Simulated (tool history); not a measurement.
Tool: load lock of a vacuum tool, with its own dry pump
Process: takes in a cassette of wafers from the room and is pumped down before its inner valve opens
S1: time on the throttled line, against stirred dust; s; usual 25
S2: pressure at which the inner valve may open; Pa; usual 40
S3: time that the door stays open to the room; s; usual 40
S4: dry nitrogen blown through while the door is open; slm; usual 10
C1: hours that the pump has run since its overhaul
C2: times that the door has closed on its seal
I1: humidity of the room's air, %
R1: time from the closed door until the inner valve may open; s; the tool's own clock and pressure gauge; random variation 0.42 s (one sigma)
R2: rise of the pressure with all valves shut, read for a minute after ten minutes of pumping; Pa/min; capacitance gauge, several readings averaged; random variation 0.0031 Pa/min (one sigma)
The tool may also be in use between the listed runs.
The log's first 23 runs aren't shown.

run    hour  S1  S2   S3  S4     C1     C2    I1    R1     R2
 24  6880.1  40  32   99  35  12447  17964  47.1    65   0.12
 25  7155.8  40  32   99  35  12723  18266  44.3  65.4  0.118
 26  7520.9  40  32   99  35  13088  18666  42.9  65.3  0.109
 27  7723.2  40  32   99  35  13290  18887  45.6  65.7  0.116
 28  7899.5  40  32   99  35  13466  19081    44  65.4  0.128
 29  8083.4  40  32   99  15  13650  19282  45.1    65  0.151
 30  8341.8  23  62  125   8  13909  19565  47.8  50.5  0.198
 31  8736.7  42  48  216  10  14303  19998  42.5  65.7  0.216
 32  9008.1  23  48  216  22  14575  20295  47.9  51.2  0.201

3 ways to go on from here, each from the tool as it stands after run 32. What would each give?
  A  9299  25  40   40  24  14866  20614    42   ?   ?
  B  9299  25  56   37  18  14866  20614  45.6   ?   ?
  C  9299  33  41  198  22  14866  20614  46.4   ?   ?

run    R1     R2
  A  53.5  0.101
  B  52.4    0.1
  C  59.7  0.194
Without the tool's hidden state the same runs would have given:
run    R1     R2
  A  49.2  0.068
  B  48.3  0.067
  C  55.7   0.16
